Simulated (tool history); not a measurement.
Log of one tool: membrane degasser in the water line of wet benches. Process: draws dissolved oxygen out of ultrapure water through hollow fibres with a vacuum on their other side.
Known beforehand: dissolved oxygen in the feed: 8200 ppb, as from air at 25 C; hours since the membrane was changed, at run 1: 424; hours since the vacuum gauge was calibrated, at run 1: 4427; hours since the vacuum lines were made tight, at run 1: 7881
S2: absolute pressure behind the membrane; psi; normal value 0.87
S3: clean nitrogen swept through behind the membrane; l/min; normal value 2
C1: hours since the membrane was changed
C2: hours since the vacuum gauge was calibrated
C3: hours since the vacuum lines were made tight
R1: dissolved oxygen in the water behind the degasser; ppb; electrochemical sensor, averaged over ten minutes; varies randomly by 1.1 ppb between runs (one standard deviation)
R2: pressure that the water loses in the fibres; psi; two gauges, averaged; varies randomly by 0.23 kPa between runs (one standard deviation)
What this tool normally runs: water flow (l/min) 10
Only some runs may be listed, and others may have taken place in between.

{"run": 1, "hour": 0.0, "water flow (l/min)": 10, "S2": 0.87, "S3": 2, "C1": 424, "C2": 4427, "C3": 7881, "R1": 104.2, "R2": 8.337}
{"run": 2, "hour": 104.5, "water flow (l/min)": 10, "S2": 1.906, "S3": 2, "C1": 528, "C2": 4531, "C3": 7986, "R1": 187.4, "R2": 8.28}
{"run": 3, "hour": 156.0, "water flow (l/min)": 11, "S2": 0.87, "S3": 2, "C1": 580, "C2": 4583, "C3": 8037, "R1": 119.7, "R2": 9.146}
{"run": 4, "hour": 212.2, "water flow (l/min)": 11, "S2": 0.87, "S3": 2, "C1": 636, "C2": 4639, "C3": 8093, "R1": 120.7, "R2": 9.11}
{"run": 5, "hour": 312.7, "water flow (l/min)": 11, "S2": 0.87, "S3": 2, "C1": 736, "C2": 4739, "C3": 8194, "R1": 118.3, "R2": 9.161}
{"run": 6, "hour": 383.7, "water flow (l/min)": 11, "S2": 0.87, "S3": 2, "C1": 807, "C2": 4810, "C3": 8265, "R1": 117.6, "R2": 9.195}
{"run": 7, "hour": 458.3, "water flow (l/min)": 8, "S2": 0.87, "S3": 2, "C1": 882, "C2": 4885, "C3": 8340, "R1": 73.4, "R2": 6.631}
{"run": 8, "hour": 565.8, "water flow (l/min)": 8, "S2": 0.87, "S3": 2, "C1": 989, "C2": 4992, "C3": 8447, "R1": 74.3, "R2": 6.686}
{"run": 9, "hour": 640.2, "water flow (l/min)": 12, "S2": 0.87, "S3": 2, "C1": 1064, "C2": 5067, "C3": 8521, "R1": 135.3, "R2": 10.054}
{"run": 10, "hour": 741.1, "water flow (l/min)": 12, "S2": 0.87, "S3": 2, "C1": 1165, "C2": 5168, "C3": 8622, "R1": 138, "R2": 10.024}
{"run": 11, "hour": 850.8, "water flow (l/min)": 13, "S2": 0.87, "S3": 2, "C1": 1274, "C2": 5277, "C3": 8732, "R1": 153.5, "R2": 10.863}
{"run": 12, "hour": 896.2, "water flow (l/min)": 10, "S2": 0.87, "S3": 1.63, "C1": 1320, "C2": 5323, "C3": 8778, "R1": 109.8, "R2": 8.456}
{"run": 13, "hour": 974.1, "water flow (l/min)": 10, "S2": 0.87, "S3": 1.63, "C1": 1398, "C2": 5401, "C3": 8855, "R1": 110.9, "R2": 8.301}
{"run": 14, "hour": 1045.0, "water flow (l/min)": 10, "S2": 0.87, "S3": 1.63, "C1": 1469, "C2": 5472, "C3": 8926, "R1": 110.2, "R2": 8.37}
{"run": 15, "hour": 1107.4, "water flow (l/min)": 10, "S2": 0.87, "S3": 1.63, "C1": 1531, "C2": 5534, "C3": 8989, "R1": 112, "R2": 8.434}
{"run": 16, "hour": 1179.5, "water flow (l/min)": 10, "S2": 0.87, "S3": 1.63, "C1": 1603, "C2": 5606, "C3": 9061, "R1": 110.7, "R2": 8.457}
{"run": 17, "hour": 1266.3, "water flow (l/min)": 12, "S2": 0.593, "S3": 1.91, "C1": 1690, "C2": 5693, "C3": 9148, "R1": 109.2, "R2": 10.116}
{"run": 18, "hour": 1338.0, "water flow (l/min)": 11, "S2": 0.593, "S3": 2.25, "C1": 1762, "C2": 5765, "C3": 9219, "R1": 93.6, "R2": 9.304}
{"run": 19, "hour": 1421.6, "water flow (l/min)": 6, "S2": 1.305, "S3": 3.59, "C1": 1845, "C2": 5848, "C3": 9303, "R1": 49.7, "R2": 5.13}
{"run": 20, "hour": 1526.6, "water flow (l/min)": 6, "S2": 1.155, "S3": 3.59, "C1": 1950, "C2": 5953, "C3": 9408, "R1": 45.5, "R2": 5.047}
{"hour": 1597.6, "done": "gauge calibrated"}
{"run": 21, "hour": 1639.2, "water flow (l/min)": 6, "S2": 1.155, "S3": 3.59, "C1": 2063, "C2": 6066, "C3": 9521, "R1": 45.6, "R2": 5.01}
{"run": 22, "hour": 1716.2, "water flow (l/min)": 6, "S2": 1.155, "S3": 3.59, "C1": 2140, "C2": 6143, "C3": 9598, "R1": 45, "R2": 4.968}
{"run": 23, "hour": 1823.1, "water flow (l/min)": 10, "S2": 0.87, "S3": 1.32, "C1": 2247, "C2": 6250, "C3": 9704, "R1": 122.1, "R2": 8.36}
{"run": 24, "hour": 1881.4, "water flow (l/min)": 10, "S2": 0.87, "S3": 1.32, "C1": 2305, "C2": 6308, "C3": 9763, "R1": 119.5, "R2": 8.34}
{"run": 25, "hour": 1988.2, "water flow (l/min)": 12, "S2": 1.314, "S3": 2.99, "C1": 2412, "C2": 6415, "C3": 9870, "R1": 154.1, "R2": 10.037}
{"run": 26, "hour": 2085.3, "water flow (l/min)": 10, "S2": 0.87, "S3": 2, "C1": 2509, "C2": 6512, "C3": 9967, "R1": 104.3, "R2": 8.343}
{"run": 27, "hour": 2172.2, "water flow (l/min)": 10, "S2": 0.87, "S3": 2, "C1": 2596, "C2": 6599, "C3": 10053, "R1": 102.2, "R2": 8.417}
{"run": 28, "hour": 2226.0, "water flow (l/min)": 9, "S2": 0.994, "S3": 0.91, "C1": 2650, "C2": 6653, "C3": 10107, "R1": 141.4, "R2": 7.552}
{"run": 29, "hour": 2327.0, "water flow (l/min)": 7, "S2": 0.994, "S3": 0.91, "C1": 2751, "C2": 6754, "C3": 10208, "R1": 102.3, "R2": 5.877}
{"run": 30, "hour": 2389.9, "water flow (l/min)": 7, "S2": 0.994, "S3": 0.91, "C1": 2813, "C2": 6816, "C3": 10271, "R1": 102.1, "R2": 5.839}

Forecast run 31:
{"run": 31, "hour": 2482.3, "water flow (l/min)": 8, "S2": 0.879, "S3": 1.82, "C1": 2906, "C2": 6909, "C3": 10364, "R1": "?", "R2": "?"}

{"run 31": {"R1": 76.9, "R2": 6.707}}
The same run, on a tool lacking any hidden state, would have yielded R1 76.9 ppb, R2 6.621 psi.
